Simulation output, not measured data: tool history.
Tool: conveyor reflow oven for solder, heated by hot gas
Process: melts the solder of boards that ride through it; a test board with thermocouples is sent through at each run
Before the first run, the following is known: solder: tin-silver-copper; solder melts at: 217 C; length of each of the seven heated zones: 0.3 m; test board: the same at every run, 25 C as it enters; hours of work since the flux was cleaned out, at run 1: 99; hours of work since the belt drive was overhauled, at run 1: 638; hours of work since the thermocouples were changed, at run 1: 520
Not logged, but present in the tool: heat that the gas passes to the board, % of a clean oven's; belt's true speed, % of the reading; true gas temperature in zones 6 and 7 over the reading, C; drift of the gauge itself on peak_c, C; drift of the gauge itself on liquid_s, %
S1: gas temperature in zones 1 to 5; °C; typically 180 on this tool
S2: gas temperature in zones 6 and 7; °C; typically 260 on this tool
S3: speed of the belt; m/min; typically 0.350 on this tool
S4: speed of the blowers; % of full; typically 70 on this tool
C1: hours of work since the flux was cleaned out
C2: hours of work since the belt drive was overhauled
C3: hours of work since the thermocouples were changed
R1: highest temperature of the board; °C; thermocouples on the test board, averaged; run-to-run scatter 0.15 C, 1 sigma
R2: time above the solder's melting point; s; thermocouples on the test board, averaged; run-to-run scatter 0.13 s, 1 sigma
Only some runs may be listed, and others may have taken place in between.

| run | hour | S1 | S2 | S3 | S4 | C1 | C2 | C3 | R1 | R2 |
|---|---|---|---|---|---|---|---|---|---|---|
| 1 | 0.0 | 180 | 260 | 0.350 | 70 | 99 | 638 | 520 | 248.6 | 80.0 |
| 2 | 21.0 | 180 | 260 | 0.323 | 70 | 115 | 655 | 536 | 250.1 | 89.1 |
| 3 | 38.1 | 180 | 260 | 0.350 | 70 | 129 | 668 | 550 | 248.6 | 79.8 |
| 4 | 58.2 | 180 | 260 | 0.350 | 64 | 145 | 684 | 566 | 247.6 | 78.0 |
| 5 | 69.0 | 180 | 260 | 0.350 | 64 | 153 | 692 | 574 | 247.6 | 78.2 |
|  | 95.4 | flux residue cleaned out of gas plates and filters |
| 6 | 97.1 | 180 | 260 | 0.350 | 64 | 1 | 711 | 592 | 248.1 | 78.9 |
| 7 | 107.1 | 180 | 260 | 0.350 | 70 | 9 | 719 | 600 | 249.1 | 80.1 |
| 8 | 125.5 | 180 | 265 | 0.350 | 70 | 24 | 733 | 615 | 253.2 | 84.4 |
| 9 | 148.5 | 180 | 265 | 0.350 | 70 | 42 | 751 | 633 | 253.0 | 83.9 |
| 10 | 171.3 | 180 | 265 | 0.350 | 70 | 60 | 769 | 651 | 253.3 | 84.1 |
| 11 | 184.8 | 180 | 265 | 0.350 | 70 | 71 | 780 | 662 | 253.2 | 83.9 |
| 12 | 194.9 | 165 | 261 | 0.385 | 70 | 79 | 788 | 670 | 244.9 | 61.0 |
| 13 | 206.6 | 190 | 260 | 0.350 | 62 | 88 | 797 | 679 | 248.5 | 85.2 |
| 14 | 225.6 | 180 | 258 | 0.350 | 67 | 103 | 812 | 694 | 246.1 | 77.0 |
| 15 | 241.5 | 180 | 274 | 0.420 | 70 | 115 | 825 | 706 | 256.2 | 70.3 |
| 16 | 260.7 | 175 | 259 | 0.350 | 70 | 131 | 840 | 722 | 246.6 | 75.1 |
| 17 | 273.4 | 180 | 260 | 0.281 | 57 | 141 | 850 | 732 | 250.3 | 103.4 |
| 18 | 290.5 | 176 | 273 | 0.281 | 57 | 154 | 864 | 745 | 262.4 | 111.6 |
|  | 315.6 | flux residue cleaned out of gas plates and filters |
| 19 | 316.5 | 176 | 273 | 0.281 | 57 | 1 | 880 | 762 | 262.7 | 112.1 |
| 20 | 335.4 | 180 | 256 | 0.350 | 70 | 16 | 895 | 777 | 244.6 | 76.4 |
| 21 | 349.5 | 180 | 256 | 0.350 | 70 | 27 | 906 | 788 | 244.8 | 76.1 |

5 ways to go on from here, each from the tool as it stands after run 21. What would each give?
| A | 363.3 | 170 | 269 | 0.300 | 70 | 38 | 917 | 799 | ? | ? |
| B | 363.3 | 174 | 266 | 0.350 | 70 | 38 | 917 | 799 | ? | ? |
| C | 363.3 | 180 | 256 | 0.332 | 55 | 38 | 917 | 799 | ? | ? |
| D | 363.3 | 180 | 260 | 0.407 | 70 | 38 | 917 | 799 | ? | ? |
| E | 363.3 | 185 | 256 | 0.350 | 70 | 38 | 917 | 799 | ? | ? |

| run | R1 | R2 |
|---|---|---|
| A | 258.8 | 99.3 |
| B | 253.0 | 81.0 |
| C | 243.3 | 77.7 |
| D | 244.7 | 63.3 |
| E | 245.1 | 79.7 |
The same runs, with their run-to-run variation unchanged, on a tool lacking any hidden condition would have given:
| run | R1 | R2 |
|---|---|---|
| A | 261.7 | 100.4 |
| B | 255.8 | 82.3 |
| C | 246.0 | 79.9 |
| D | 247.4 | 65.1 |
| E | 247.9 | 81.5 |

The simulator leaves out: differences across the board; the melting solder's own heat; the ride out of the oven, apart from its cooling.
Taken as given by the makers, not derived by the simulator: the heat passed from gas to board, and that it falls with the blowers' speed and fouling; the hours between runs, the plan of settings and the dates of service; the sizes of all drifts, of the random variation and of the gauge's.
